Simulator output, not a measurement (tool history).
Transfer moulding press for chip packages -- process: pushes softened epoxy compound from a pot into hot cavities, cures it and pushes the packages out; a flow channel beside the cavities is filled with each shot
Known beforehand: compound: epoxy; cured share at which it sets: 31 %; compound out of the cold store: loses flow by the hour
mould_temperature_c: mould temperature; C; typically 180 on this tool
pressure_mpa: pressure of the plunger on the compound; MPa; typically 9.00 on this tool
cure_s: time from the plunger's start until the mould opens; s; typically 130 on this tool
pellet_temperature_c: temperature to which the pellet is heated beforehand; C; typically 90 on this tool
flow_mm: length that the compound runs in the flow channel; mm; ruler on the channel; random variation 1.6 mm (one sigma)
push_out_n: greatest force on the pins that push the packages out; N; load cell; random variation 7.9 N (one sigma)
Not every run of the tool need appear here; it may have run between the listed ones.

run,day,mould_temperature_c,pressure_mpa,cure_s,pellet_temperature_c,incoming compound's hours out of the cold store,flow_mm,push_out_n
1,0.000,180,9.00,130,90,37.2,591,349
2,0.221,180,9.00,130,90,43.5,568,342
3,0.408,180,9.00,130,90,21.1,662,370
4,0.833,180,9.00,130,90,34.7,602,348
5,1.208,180,9.00,130,90,23.7,651,374
# day 1.421: cavities cleaned with cleaning compound and waxed
6,1.467,180,8.86,130,90,8.7,721,374
7,1.804,180,8.86,130,90,33.9,604,341
8,2.021,180,8.86,130,90,26.8,633,360
9,2.200,180,8.86,130,90,22.5,652,349
10,2.571,180,8.86,130,90,25.3,637,364
11,2.950,180,9.00,130,90,36.3,597,345
12,3.300,180,9.00,130,90,20.3,672,356
13,3.725,180,9.00,130,92,9.1,721,375
14,3.988,180,9.00,130,92,18.4,674,358
15,4.292,180,9.00,130,92,27.6,635,370
16,4.571,186,9.00,130,92,30.7,604,303
17,5.000,186,9.00,130,92,19.9,652,296
18,5.329,187,10.75,149,81,44.1,601,287
# day 5.425: cavities cleaned with cleaning compound and waxed
19,5.612,180,10.37,130,94,27.9,679,345
20,5.971,179,9.50,119,90,23.7,671,442
21,6.233,178,7.50,130,92,10.2,660,414
22,6.688,180,8.93,130,90,10.3,713,376
23,7.133,180,10.69,114,90,42.2,622,418
# day 7.400: plunger's sealing rings changed
24,7.438,180,7.12,124,82,23.7,582,390
25,7.683,180,7.62,139,95,24.9,590,324
26,8.054,188,7.88,141,93,9.2,652,290
27,8.283,188,7.88,141,93,15.9,623,294
28,8.654,175,7.88,141,84,13.3,674,446

Predict each of these 4 candidate next runs independently; none follows another, all start after run 28:
A,9.038,180,7.34,130,87,45.0,?,?
B,9.038,184,9.00,150,81,27.5,?,?
C,9.038,186,9.00,130,82,11.7,?,?
D,9.038,180,10.90,130,90,25.0,?,?

run,flow_mm,push_out_n
A,511,353
B,623,293
C,690,306
D,712,362
The same runs, with their run-to-run variation unchanged, on a tool lacking any hidden condition would have given:
run,flow_mm,push_out_n
A,511,349
B,623,289
C,690,302
D,713,358
